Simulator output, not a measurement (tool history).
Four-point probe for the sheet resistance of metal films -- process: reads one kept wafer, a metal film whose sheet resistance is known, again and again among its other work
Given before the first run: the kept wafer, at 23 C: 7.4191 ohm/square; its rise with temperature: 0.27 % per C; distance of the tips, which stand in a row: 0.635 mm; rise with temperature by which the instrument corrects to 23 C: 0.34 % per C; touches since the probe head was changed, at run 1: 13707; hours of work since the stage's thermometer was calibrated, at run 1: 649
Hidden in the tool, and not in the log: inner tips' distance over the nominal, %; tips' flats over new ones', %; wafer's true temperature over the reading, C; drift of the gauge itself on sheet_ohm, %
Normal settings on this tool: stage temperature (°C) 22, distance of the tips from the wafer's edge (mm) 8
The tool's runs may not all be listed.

run   hour  stage temperature (°C)  distance of the tips from the wafer's edge (mm)  touches since the probe head was changed  hours of work since the stage's thermometer was calibrated  sheet resistance as the instrument gives it (ohm/square)
  1    0.0                      22                                                8                                     13707                                                         649                                                  7.448739
  2   58.1                      22                                                8                                     14770                                                         691                                                  7.446942
  3  154.5                      22                                               24                                     16536                                                         763                                                  7.425767
  4  194.4                      22                                                7                                     17268                                                         792                                                  7.455736
  5  235.3                      22                                                4                                     18016                                                         822                                                  7.524639
  6  290.9                      26                                                4                                     19034                                                         863                                                  7.503954
  7  371.6                      26                                                4                                     20512                                                         923                                                  7.506567
  8  460.1                      26                                                4                                     22133                                                         988                                                  7.503121
  9  501.5                      26                                               36                                     22890                                                        1019                                                  7.405500
 10  552.6                      18                                                5                                     23827                                                        1057                                                  7.508138
 11  606.1                      22                                               31                                     24806                                                        1096                                                  7.426764
 12  647.5                      20                                                8                                     25563                                                        1127                                                  7.457127
 13  718.5                      20                                                8                                     26864                                                        1179                                                  7.459340
 14  804.8                      22                                               47                                     28444                                                        1243                                                  7.424629
 15  863.0                      25                                               25                                     29510                                                        1286                                                  7.411419
 16  928.8                      33                                               27                                     30715                                                        1334                                                  7.375291

For run 17, what comes out?
 17  1009.7                      27                                                5                                     32197                                                        1394                                                         ?

Run 17 yielded sheet resistance as the instrument gives it (ohm/square) 7.463338.
Were there no unlogged condition in the tool, this run, its random variation unchanged, would have produced sheet resistance as the instrument gives it (ohm/square) 7.463058.
